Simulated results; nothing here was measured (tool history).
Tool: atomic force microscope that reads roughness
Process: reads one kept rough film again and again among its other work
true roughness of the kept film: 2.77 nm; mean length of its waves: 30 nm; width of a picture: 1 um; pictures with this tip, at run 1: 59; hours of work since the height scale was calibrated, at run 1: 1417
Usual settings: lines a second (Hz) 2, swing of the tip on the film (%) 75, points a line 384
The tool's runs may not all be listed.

run    hour  lines a second (Hz)  swing of the tip on the film (%)  points a line  pictures with this tip  hours of work since the height scale was calibrated  roughness of the kept film (nm (root mean square))
  1       0                    2                                75            384                      59                                                 1417                                               2.173
  2      38                    2                                75            384                     124                                                 1437                                               2.037
  3    88.7                    2                                75            384                     211                                                 1463                                               1.892
        113  -- new tip fitted
  4   119.9                    2                                75            384                      12                                                 1479                                                2.26
  5   171.1                    2                                75            384                     100                                                 1506                                               2.079
  6   214.7                    2                                75            384                     174                                                 1529                                               1.934
  7   254.6                    2                                75            432                     243                                                 1550                                               1.845
      261.2  -- new tip fitted
      274.4  -- height scale calibrated on a step standard
  8   293.4                    2                                75            432                      54                                                   10                                               2.217
  9   355.5                    2                                75            432                     160                                                   43                                               2.027
 10   392.8                    2                                73            384                     224                                                   62                                               1.926
      409.9  -- new tip fitted
 11   458.5                    2                                75            384                      84                                                   96                                               2.162
 12   495.1                    2                                75            384                     146                                                  115                                               2.037
 13   527.9                    2                                75            384                     203                                                  133                                               1.927
      555.4  -- new tip fitted
 14   581.8                    2                                75            384                      45                                                  161                                               2.227
 15   629.1                    2                                75            465                     126                                                  185                                               2.096
 16   666.3                    2                                75            347                     190                                                  205                                               1.955
      704.8  -- new tip fitted
 17   708.7                    2                                75            347                       7                                                  227                                               2.309
 18     759                    2                                60            384                      93                                                  253                                               2.227
 19     805                    2                                75            384                     172                                                  277                                               1.967
 20   832.7                    2                                75            293                     219                                                  292                                                1.87
      851.5  -- new tip fitted
 21   878.5                 1.79                                57            511                      46                                                  316                                               2.342
 22   944.7                 1.54                                66            633                     159                                                  350                                               2.089
 23     990                 1.26                                60            986                     237                                                  374                                               2.012
     1000.1  -- new tip fitted
 24  1026.2                  0.7                                65            303                      44                                                  393                                               2.329
 25  1072.1                  0.7                                65            303                     123                                                  417                                               2.171
 26  1106.5                  0.7                                65            303                     182                                                  435                                               2.073
     1150.6  -- new tip fitted
 27  1150.6                 0.58                                63            384                       0                                                  458                                               2.486
 28  1214.6                 0.58                                63            384                     109                                                  491                                               2.233
 29  1252.7                  1.9                                75            384                     175                                                  511                                               1.973
 30  1287.7                  0.9                                60            808                     235                                                  530                                               2.013
     1297.1  -- new tip fitted
 31  1345.1                  0.9                                60            808                      82                                                  560                                               2.287
 32  1377.7                  0.9                                60            808                     138                                                  577                                               2.179
 33  1416.9                    2                                64            384                     205                                                  597                                               1.989
     1445.2  -- new tip fitted
 34  1480.2                    2                                76            732                      60                                                  630                                               2.184
 35  1539.8                 1.49                                76            732                     162                                                  661                                               2.014
 36  1582.2                 1.49                                76            732                     235                                                  684                                               1.901
     1591.1  -- new tip fitted
 37  1647.6                  1.8                                83            290                      97                                                  718                                               2.072
 38    1692                    2                                85            666                     173                                                  741                                               1.911
     1737.2  -- new tip fitted
 39  1752.3                    2                                58            297                      26                                                  772                                               2.371

Some steps in roughness of the kept film (nm (root mean square)) between neighbouring runs. How much of each would the tool show without its hidden state too (settings, what came in, random variation), and how much is left for the hidden state, with any gauge scatter that isn't in both results?
The hidden state here: radius of the tip, nm; height scale over the true one, %; drift of the gauge itself on roughness_nm, %.
Run 3 -> 4: new tip fitted. roughness of the kept film (nm (root mean square)) +0.368: hidden state +0.37, all else -0.002.
Run 7 -> 8: new tip fitted, height scale calibrated on a step standard. roughness of the kept film (nm (root mean square)) +0.372: hidden state +0.38, all else -0.008.
Run 20 -> 21: lines a second (Hz) 2 -> 1.79, swing of the tip on the film (%) 75 -> 57, points a line 293 -> 511, new tip fitted. roughness of the kept film (nm (root mean square)) +0.472: hidden state +0.323, all else +0.149.
Run 26 -> 27: lines a second (Hz) 0.7 -> 0.58, swing of the tip on the film (%) 65 -> 63, points a line 303 -> 384, new tip fitted. roughness of the kept film (nm (root mean square)) +0.413: hidden state +0.387, all else +0.026.
Run 38 -> 39: swing of the tip on the film (%) 85 -> 58, points a line 666 -> 297, new tip fitted. roughness of the kept film (nm (root mean square)) +0.46: hidden state +0.247, all else +0.213.

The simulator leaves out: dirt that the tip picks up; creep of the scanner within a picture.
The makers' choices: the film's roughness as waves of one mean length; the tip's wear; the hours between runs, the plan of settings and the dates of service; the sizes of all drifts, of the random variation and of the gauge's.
